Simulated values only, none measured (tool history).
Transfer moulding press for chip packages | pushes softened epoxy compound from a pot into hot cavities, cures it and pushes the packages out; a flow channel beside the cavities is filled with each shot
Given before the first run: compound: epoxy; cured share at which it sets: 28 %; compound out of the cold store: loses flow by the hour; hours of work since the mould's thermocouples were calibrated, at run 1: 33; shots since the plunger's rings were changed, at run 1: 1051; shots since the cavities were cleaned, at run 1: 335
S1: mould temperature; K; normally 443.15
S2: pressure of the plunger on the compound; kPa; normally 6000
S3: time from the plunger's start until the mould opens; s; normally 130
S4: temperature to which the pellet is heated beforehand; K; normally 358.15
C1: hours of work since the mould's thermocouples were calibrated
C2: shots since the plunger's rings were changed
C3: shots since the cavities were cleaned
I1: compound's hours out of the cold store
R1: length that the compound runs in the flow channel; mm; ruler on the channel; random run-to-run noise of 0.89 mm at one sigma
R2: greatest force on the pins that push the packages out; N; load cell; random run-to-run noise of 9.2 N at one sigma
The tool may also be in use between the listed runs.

run   hour      S1    S2   S3      S4   C1    C2   C3    I1     R1   R2
  1    0.0  443.15  6000  130  358.15   33  1051  335  43.5  514.2  483
  2    4.6  443.15  6000  130  358.15   35  1080  364  19.5  561.7  499
  3   14.1  443.15  6000  130  358.15   40  1140  424  37.2  526.5  509
  4   23.0  443.15  6000  130  363.15   44  1197  481  27.8  544.9  521
      30.0  -- cavities cleaned with cleaning compound and waxed
  5   32.4  443.15  6000  130  363.15   47  1248   15  12.8  574.0  431
  6   36.5  443.15  6000  130  363.15   49  1274   41  31.9  536.6  448
  7   45.3  443.15  5350  130  358.15   53  1330   97  27.3  513.7  472
  8   52.5  443.15  6000  130  358.15   56  1376  143  27.2  546.5  498
  9   60.1  443.15  6000  130  358.15   60  1424  191  14.7  571.8  486
 10   67.4  443.15  6000  130  358.15   63  1471  238  32.2  535.7  490
 11   75.1  443.15  6000  130  358.15   67  1520  287  30.4  538.4  494
 12   82.5  443.15  6000  130  358.15   70  1567  334  27.2  545.4  507
 13   90.4  443.15  6000  130  358.15   74  1618  385  10.8  580.4  542
 14  100.4  443.15  6000  130  358.15   78  1681  448  43.6  513.5  505
 15  104.9  443.15  7420  130  358.15   80  1710  477  27.0  605.7  522
     112.9  -- cavities cleaned with cleaning compound and waxed
 16  115.2  442.15  6000  130  358.15   84  1766   14  12.1  579.1  479
 17  123.4  442.15  6000  130  358.15   88  1819   67  26.8  547.9  478
 18  129.9  443.15  5230  159  358.15   91  1860  108  20.6  521.1  328
 19  136.0  448.15  5230  157  358.15   94  1899  147  25.8  499.7  330
 20  144.5  448.15  5230  157  358.15   98  1953  201  12.6  524.8  326
 21  150.4  448.15  5230  157  358.15  101  1991  239  36.4  479.1  333
 22  157.6  442.15  7200  130  358.15  104  2037  285  37.8  574.2  499
 23  163.7  444.15  6000  135  358.15  107  2075  323  25.2  545.4  445
 24  169.4  442.15  4880  110  358.15  109  2112  360  28.0  489.5  798
 25  179.4  449.15  6000  129  358.15  114  2175  423  30.5  522.1  403
 26  183.4  449.15  6000  129  358.15  116  2201  449  11.8  560.4  406
 27  189.5  443.15  6000  135  363.15  118  2240  488  40.4  515.3  464
     195.8  -- cavities cleaned with cleaning compound and waxed
 28  199.2  443.15  6670  130  360.15  122  2292   22  27.6  571.2  443

How would selected steps in R1 from run to run divide? Give the signed amount a tool lacking its hidden state would still show from settings, what came in and random variation, and the signed amount left for the hidden state, including any gauge scatter that is not in both of the compared results.
What the log doesn't record here: true mould temperature over the reading, C; pressure that reaches the compound, % of what is set; grip of the stained cavities, % over clean ones'; drift of the gauge itself on flow_mm, %; drift of the gauge itself on push_out_n, %.
Run 14 -> 15: S2 6000 -> 7420. R1 +92.2 mm: hidden state -1.2, all else +93.4.
Run 21 -> 22: S1 448.15 -> 442.15, S2 5230 -> 7200, S3 157 -> 130. R1 +95.1 mm: hidden state -1.5, all else +96.6.
